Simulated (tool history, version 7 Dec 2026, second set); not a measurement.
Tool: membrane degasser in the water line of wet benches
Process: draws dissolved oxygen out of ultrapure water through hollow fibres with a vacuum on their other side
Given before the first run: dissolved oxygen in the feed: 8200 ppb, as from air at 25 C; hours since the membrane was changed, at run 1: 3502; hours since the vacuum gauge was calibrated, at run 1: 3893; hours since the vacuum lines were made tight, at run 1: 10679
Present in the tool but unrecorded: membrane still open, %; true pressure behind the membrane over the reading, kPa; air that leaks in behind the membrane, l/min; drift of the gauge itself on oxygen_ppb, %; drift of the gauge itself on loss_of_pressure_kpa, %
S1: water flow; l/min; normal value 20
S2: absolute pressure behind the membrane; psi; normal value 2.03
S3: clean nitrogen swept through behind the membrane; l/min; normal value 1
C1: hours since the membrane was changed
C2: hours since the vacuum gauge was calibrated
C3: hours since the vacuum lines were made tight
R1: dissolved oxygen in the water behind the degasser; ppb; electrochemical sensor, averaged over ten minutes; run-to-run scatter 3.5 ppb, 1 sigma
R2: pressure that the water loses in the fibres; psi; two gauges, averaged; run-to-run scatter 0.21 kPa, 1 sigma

run	hour	S1	S2	S3	C1	C2	C3	R1	R2
1	0	20	2.03	1	3502	3893	10679	558.3	7.139
2	83.6	20	2.03	1	3586	3977	10762	561.5	7.06
3	178.9	20	2.03	1	3681	4072	10858	555	7.095
4	246	20	2.03	1	3748	4139	10925	558.2	7.046
5	382	20	2.03	1	3884	4275	11061	560.5	7.056
6	510.8	20	2.65	1	4013	4404	11190	733.4	7.058
# hour 590.4: vacuum gauge calibrated
7	648.2	20	2.65	1	4150	58	11327	719.3	7.092
# hour 711.9: seals of the vacuum lines changed
8	727.7	20	2.65	1	4227	135	16	706.7	7.073
9	832.8	20	2.65	1	4332	240	121	707.3	7.068
10	947.9	20	2.03	1	4447	355	236	541.1	7.094
11	1051.7	20	2.03	1	4551	459	340	542	7.107
12	1125.5	27	2.03	1	4625	533	414	713.7	9.523
13	1225.2	27	2.03	1	4725	633	513	715.7	9.601
14	1297.3	20	4.42	1	4797	705	585	1161.6	7.152
15	1402.4	20	4.42	1	4902	810	691	1137.8	7.123
16	1526.8	20	2.03	1.86	5026	934	815	346.9	7.111
17	1674.3	12	2.7	0.7	5174	1082	962	598.4	4.219
18	1748.4	31	4.39	1	5248	1156	1036	1609.5	11.001
19	1851	31	3.73	1.87	5351	1259	1139	915.7	10.997
20	1928	32	4.48	0.69	5428	1336	1216	2105.4	11.417
21	2070.7	20	2.03	1.88	5570	1478	1359	351.7	7.088
22	2181.8	21	1.55	0.64	5681	1589	1470	580.2	7.458
23	2322.9	17	1.55	0.64	5822	1730	1611	479	6.087
24	2475.2	20	3.47	1	5975	1883	1763	916.7	7.12
25	2556.5	20	1.96	1	6056	1964	1845	528.5	7.107
26	2672.9	17	2.16	0.6	6172	2080	1961	734.4	6.006
27	2756	29	2.61	1.13	6256	2164	2044	891.3	10.364
28	2860	29	2.61	1.13	6360	2268	2148	895.7	10.348
29	2966.8	30	3.28	0.41	6466	2374	2255	2100.9	10.634
30	3067.9	12	1.49	0.68	6567	2475	2356	321.6	4.332
31	3215	13	1.49	0.68	6714	2623	2503	347.5	4.605
32	3334.1	30	1.86	1	6834	2742	2622	724.5	10.675

Below are 3 alternative next runs, each starting from the tool's condition after run 32. Predict each:
A	3416.7	20	2.74	1	6916	2824	2705	?	?
B	3416.7	30	1.44	2.46	6916	2824	2705	?	?
C	3416.7	20	4.19	1	6916	2824	2705	?	?

run	R1	R2
A	742.1	7.127
B	352.4	10.694
C	1103.1	7.127
Take away the tool's hidden state, keep each run's random variation, and the runs would have read:
run	R1	R2
A	726	6.991
B	335.8	10.491
C	1085.6	6.991

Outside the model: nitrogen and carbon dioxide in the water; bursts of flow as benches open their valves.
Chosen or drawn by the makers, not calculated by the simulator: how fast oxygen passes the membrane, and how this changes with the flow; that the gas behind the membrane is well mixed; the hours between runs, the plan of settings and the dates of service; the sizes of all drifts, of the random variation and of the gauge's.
